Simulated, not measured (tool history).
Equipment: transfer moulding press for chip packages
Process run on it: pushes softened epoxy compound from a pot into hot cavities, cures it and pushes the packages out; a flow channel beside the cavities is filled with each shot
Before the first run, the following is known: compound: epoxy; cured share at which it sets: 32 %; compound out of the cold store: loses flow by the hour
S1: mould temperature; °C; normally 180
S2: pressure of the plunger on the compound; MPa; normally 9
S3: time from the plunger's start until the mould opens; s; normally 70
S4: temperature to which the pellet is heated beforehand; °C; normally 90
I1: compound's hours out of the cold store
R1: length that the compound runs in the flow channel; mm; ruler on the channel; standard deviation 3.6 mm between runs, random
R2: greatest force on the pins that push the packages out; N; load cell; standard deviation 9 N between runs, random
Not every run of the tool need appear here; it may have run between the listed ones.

| run | hour | S1 | S2 | S3 | S4 | I1 | R1 | R2 |
|---|---|---|---|---|---|---|---|---|
| 1 | 0 | 180 | 9 | 70 | 90 | 31.8 | 489 | 416 |
| 2 | 8.9 | 180 | 9 | 70 | 90 | 11.7 | 540 | 430 |
| 3 | 14.9 | 180 | 9 | 70 | 90 | 38.4 | 469 | 422 |
| 4 | 22.8 | 183 | 9 | 70 | 90 | 15.5 | 523 | 377 |
| 5 | 31.6 | 183 | 9 | 70 | 90 | 34.4 | 486 | 386 |
|  | 37.5 | cavities cleaned with cleaning compound and waxed |
| 6 | 43.9 | 183 | 9 | 70 | 90 | 45.1 | 458 | 386 |
| 7 | 53.5 | 183 | 9 | 51 | 90 | 18.1 | 517 | 662 |
| 8 | 61 | 183 | 9 | 51 | 90 | 33.1 | 484 | 624 |
| 9 | 70.7 | 183 | 9 | 51 | 90 | 11.9 | 528 | 656 |
| 10 | 77.4 | 183 | 9 | 51 | 90 | 37.7 | 469 | 619 |
|  | 82.1 | cavities cleaned with cleaning compound and waxed |
| 11 | 84 | 180 | 9.35 | 70 | 90 | 41 | 479 | 404 |
| 12 | 91.1 | 180 | 9.6 | 70 | 90 | 28 | 519 | 419 |
| 13 | 97.7 | 180 | 9.13 | 70 | 90 | 37.6 | 483 | 403 |
| 14 | 105.5 | 180 | 6.93 | 70 | 90 | 23.5 | 444 | 412 |
| 15 | 115.7 | 187 | 7.19 | 62 | 94 | 26.1 | 435 | 388 |
|  | 127 | cavities cleaned with cleaning compound and waxed |
| 16 | 127.4 | 184 | 8.88 | 93 | 95 | 47.9 | 444 | 366 |
| 17 | 135.1 | 184 | 8.88 | 93 | 95 | 47.7 | 448 | 359 |
| 18 | 145.4 | 184 | 8.88 | 93 | 95 | 21.4 | 506 | 358 |
| 19 | 155.4 | 184 | 8.88 | 93 | 95 | 34.8 | 471 | 363 |
| 20 | 164.4 | 175 | 9 | 76 | 83 | 11.8 | 545 | 456 |
|  | 172.2 | cavities cleaned with cleaning compound and waxed |
| 21 | 176 | 185 | 9 | 70 | 81 | 40.5 | 467 | 377 |
| 22 | 186.7 | 185 | 9 | 70 | 81 | 45.1 | 454 | 376 |
| 23 | 196.1 | 185 | 9 | 70 | 81 | 29.8 | 482 | 387 |
| 24 | 205.1 | 188 | 8.54 | 62 | 90 | 13.4 | 504 | 383 |
| 25 | 212.6 | 179 | 7.83 | 81 | 88 | 47.4 | 427 | 374 |
|  | 217.7 | cavities cleaned with cleaning compound and waxed |
| 26 | 221.9 | 178 | 7.26 | 82 | 90 | 16.1 | 482 | 372 |
| 27 | 229.7 | 177 | 9.11 | 75 | 94 | 45.5 | 467 | 407 |

Each row is a separate what-if for the run after 27, all from the same tool condition, not one after another. Results?
| A | 236.3 | 174 | 10 | 70 | 90 | 22.4 | ? | ? |
| B | 236.3 | 181 | 9 | 87 | 89 | 17 | ? | ? |
| C | 236.3 | 177 | 9.42 | 56 | 94 | 37.2 | ? | ? |
| D | 236.3 | 187 | 9.11 | 68 | 93 | 46.1 | ? | ? |
| E | 236.3 | 184 | 7.77 | 67 | 90 | 26.4 | ? | ? |

| run | R1 | R2 |
|---|---|---|
| A | 541 | 541 |
| B | 524 | 366 |
| C | 498 | 750 |
| D | 447 | 371 |
| E | 458 | 391 |
The same runs, with their run-to-run variation unchanged, on a tool lacking any hidden condition would have given:
| run | R1 | R2 |
|---|---|---|
| A | 542 | 537 |
| B | 524 | 364 |
| C | 498 | 744 |
| D | 448 | 368 |
| E | 459 | 388 |
